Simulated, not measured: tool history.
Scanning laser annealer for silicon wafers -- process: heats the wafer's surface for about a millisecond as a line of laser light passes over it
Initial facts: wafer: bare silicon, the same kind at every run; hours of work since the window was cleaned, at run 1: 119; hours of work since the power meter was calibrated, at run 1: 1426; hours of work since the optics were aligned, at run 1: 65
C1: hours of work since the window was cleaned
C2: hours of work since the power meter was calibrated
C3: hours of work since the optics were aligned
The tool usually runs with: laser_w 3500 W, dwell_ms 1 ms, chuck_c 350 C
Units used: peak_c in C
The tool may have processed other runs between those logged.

{"run": 1, "hour": 0.0, "laser_w": 3500, "dwell_ms": 1, "chuck_c": 350, "C1": 119, "C2": 1426, "C3": 65, "peak_c": 1109}
{"run": 2, "hour": 25.0, "laser_w": 3500, "dwell_ms": 1, "chuck_c": 350, "C1": 138, "C2": 1445, "C3": 84, "peak_c": 1108}
{"run": 3, "hour": 55.9, "laser_w": 3500, "dwell_ms": 1, "chuck_c": 350, "C1": 162, "C2": 1468, "C3": 108, "peak_c": 1105}
{"run": 4, "hour": 107.7, "laser_w": 3500, "dwell_ms": 1, "chuck_c": 350, "C1": 201, "C2": 1508, "C3": 147, "peak_c": 1103}
{"run": 5, "hour": 133.4, "laser_w": 3500, "dwell_ms": 1, "chuck_c": 350, "C1": 221, "C2": 1527, "C3": 167, "peak_c": 1101}
{"run": 6, "hour": 186.9, "laser_w": 3500, "dwell_ms": 1, "chuck_c": 350, "C1": 262, "C2": 1568, "C3": 207, "peak_c": 1103}
{"run": 7, "hour": 238.2, "laser_w": 3500, "dwell_ms": 1, "chuck_c": 350, "C1": 301, "C2": 1607, "C3": 246, "peak_c": 1093}
{"run": 8, "hour": 292.4, "laser_w": 3500, "dwell_ms": 0.91, "chuck_c": 350, "C1": 342, "C2": 1648, "C3": 288, "peak_c": 1064}
{"run": 9, "hour": 327.9, "laser_w": 3500, "dwell_ms": 0.91, "chuck_c": 350, "C1": 369, "C2": 1675, "C3": 315, "peak_c": 1062}
{"run": 10, "hour": 366.7, "laser_w": 3500, "dwell_ms": 0.85, "chuck_c": 350, "C1": 398, "C2": 1705, "C3": 344, "peak_c": 1038}
{"run": 11, "hour": 418.3, "laser_w": 3500, "dwell_ms": 1, "chuck_c": 383, "C1": 438, "C2": 1744, "C3": 384, "peak_c": 1123}
{"run": 12, "hour": 447.9, "laser_w": 3500, "dwell_ms": 0.98, "chuck_c": 350, "C1": 460, "C2": 1766, "C3": 406, "peak_c": 1080}
{"run": 13, "hour": 492.4, "laser_w": 3500, "dwell_ms": 0.98, "chuck_c": 350, "C1": 494, "C2": 1800, "C3": 440, "peak_c": 1081}
{"run": 14, "hour": 533.0, "laser_w": 3500, "dwell_ms": 1, "chuck_c": 327, "C1": 525, "C2": 1831, "C3": 471, "peak_c": 1060}
{"run": 15, "hour": 577.6, "laser_w": 3500, "dwell_ms": 1, "chuck_c": 327, "C1": 559, "C2": 1865, "C3": 505, "peak_c": 1057}
{"run": 16, "hour": 619.8, "laser_w": 3500, "dwell_ms": 1, "chuck_c": 327, "C1": 591, "C2": 1897, "C3": 537, "peak_c": 1055}
{"hour": 650.3, "done": "window over the wafer cleaned"}
{"run": 17, "hour": 652.6, "laser_w": 3500, "dwell_ms": 1, "chuck_c": 327, "C1": 2, "C2": 1921, "C3": 560, "peak_c": 1088}
{"run": 18, "hour": 704.9, "laser_w": 3625, "dwell_ms": 1, "chuck_c": 350, "C1": 42, "C2": 1960, "C3": 600, "peak_c": 1140}
{"run": 19, "hour": 740.4, "laser_w": 3625, "dwell_ms": 1, "chuck_c": 350, "C1": 69, "C2": 1987, "C3": 627, "peak_c": 1136}
{"run": 20, "hour": 795.5, "laser_w": 3625, "dwell_ms": 1, "chuck_c": 350, "C1": 111, "C2": 2029, "C3": 669, "peak_c": 1137}
{"run": 21, "hour": 825.4, "laser_w": 3625, "dwell_ms": 1, "chuck_c": 350, "C1": 133, "C2": 2052, "C3": 692, "peak_c": 1134}
{"run": 22, "hour": 863.8, "laser_w": 3732, "dwell_ms": 1.08, "chuck_c": 376, "C1": 162, "C2": 2081, "C3": 721, "peak_c": 1218}
{"hour": 873.0, "done": "optics aligned, line set to its width"}
{"run": 23, "hour": 912.0, "laser_w": 3732, "dwell_ms": 1.08, "chuck_c": 376, "C1": 195, "C2": 2114, "C3": 30, "peak_c": 1209}
{"run": 24, "hour": 940.1, "laser_w": 3732, "dwell_ms": 1.08, "chuck_c": 376, "C1": 217, "C2": 2136, "C3": 51, "peak_c": 1209}
{"run": 25, "hour": 965.9, "laser_w": 3703, "dwell_ms": 1, "chuck_c": 370, "C1": 236, "C2": 2155, "C3": 71, "peak_c": 1168}
{"hour": 1004.0, "done": "optics aligned, line set to its width, once more"}
{"run": 26, "hour": 1011.2, "laser_w": 3703, "dwell_ms": 1, "chuck_c": 370, "C1": 267, "C2": 2186, "C3": 5, "peak_c": 1175}
{"run": 27, "hour": 1042.2, "laser_w": 3703, "dwell_ms": 1, "chuck_c": 370, "C1": 291, "C2": 2210, "C3": 29, "peak_c": 1174}
{"run": 28, "hour": 1096.0, "laser_w": 3514, "dwell_ms": 1, "chuck_c": 350, "C1": 332, "C2": 2250, "C3": 70, "peak_c": 1099}
{"run": 29, "hour": 1142.9, "laser_w": 3063, "dwell_ms": 1, "chuck_c": 335, "C1": 367, "C2": 2286, "C3": 106, "peak_c": 964}
{"run": 30, "hour": 1187.6, "laser_w": 3047, "dwell_ms": 0.72, "chuck_c": 384, "C1": 401, "C2": 2320, "C3": 140, "peak_c": 923}
{"run": 31, "hour": 1220.9, "laser_w": 3047, "dwell_ms": 0.72, "chuck_c": 384, "C1": 427, "C2": 2346, "C3": 165, "peak_c": 920}
{"run": 32, "hour": 1257.7, "laser_w": 3047, "dwell_ms": 1.16, "chuck_c": 386, "C1": 455, "C2": 2374, "C3": 193, "peak_c": 1048}
{"run": 33, "hour": 1312.0, "laser_w": 3717, "dwell_ms": 1.15, "chuck_c": 386, "C1": 496, "C2": 2415, "C3": 234, "peak_c": 1237}
{"run": 34, "hour": 1353.5, "laser_w": 3310, "dwell_ms": 1, "chuck_c": 369, "C1": 527, "C2": 2446, "C3": 266, "peak_c": 1053}
{"run": 35, "hour": 1384.2, "laser_w": 3255, "dwell_ms": 1.05, "chuck_c": 314, "C1": 551, "C2": 2470, "C3": 289, "peak_c": 996}
{"run": 36, "hour": 1418.5, "laser_w": 3255, "dwell_ms": 1.05, "chuck_c": 314, "C1": 577, "C2": 2496, "C3": 315, "peak_c": 996}
{"hour": 1464.4, "done": "window over the wafer cleaned"}
{"run": 37, "hour": 1472.5, "laser_w": 3540, "dwell_ms": 0.79, "chuck_c": 341, "C1": 6, "C2": 2535, "C3": 355, "peak_c": 1036}
{"run": 38, "hour": 1507.2, "laser_w": 3760, "dwell_ms": 0.88, "chuck_c": 341, "C1": 33, "C2": 2562, "C3": 381, "peak_c": 1131}
{"run": 39, "hour": 1539.8, "laser_w": 3536, "dwell_ms": 0.72, "chuck_c": 321, "C1": 57, "C2": 2587, "C3": 406, "peak_c": 988}
{"run": 40, "hour": 1568.8, "laser_w": 3536, "dwell_ms": 0.72, "chuck_c": 321, "C1": 79, "C2": 2609, "C3": 428, "peak_c": 982}
{"run": 41, "hour": 1604.2, "laser_w": 3645, "dwell_ms": 1, "chuck_c": 331, "C1": 106, "C2": 2636, "C3": 455, "peak_c": 1131}

Some steps in peak_c between neighbouring runs. How much of each would the tool show without its hidden state too (settings, what came in, random variation), and how much is left for the hidden state, with any gauge scatter that isn't in both results?
The tool's hidden condition here consists of: light that passes the window, % of a clean one's; laser's true power over the reading, %; width of the line over the set one, %; drift of the gauge itself on peak_c, C.
Run 16 -> 17: window over the wafer cleaned. peak_c +33 C: hidden state +29, all else +4.
Run 25 -> 26: optics aligned, line set to its width, once more. peak_c +7 C: hidden state +9, all else -2.
Run 32 -> 33: laser_w 3047 -> 3717, dwell_ms 1.16 -> 1.15. peak_c +189 C: hidden state -8, all else +197.
Run 33 -> 34: laser_w 3717 -> 3310, dwell_ms 1.15 -> 1, chuck_c 386 -> 369. peak_c -184 C: hidden state +3, all else -187.
Run 36 -> 37: laser_w 3255 -> 3540, dwell_ms 1.05 -> 0.79, chuck_c 314 -> 341, window over the wafer cleaned. peak_c +40 C: hidden state +31, all else +9.
Run 40 -> 41: laser_w 3536 -> 3645, dwell_ms 0.72 -> 1, chuck_c 321 -> 331. peak_c +149 C: hidden state -2, all else +151.
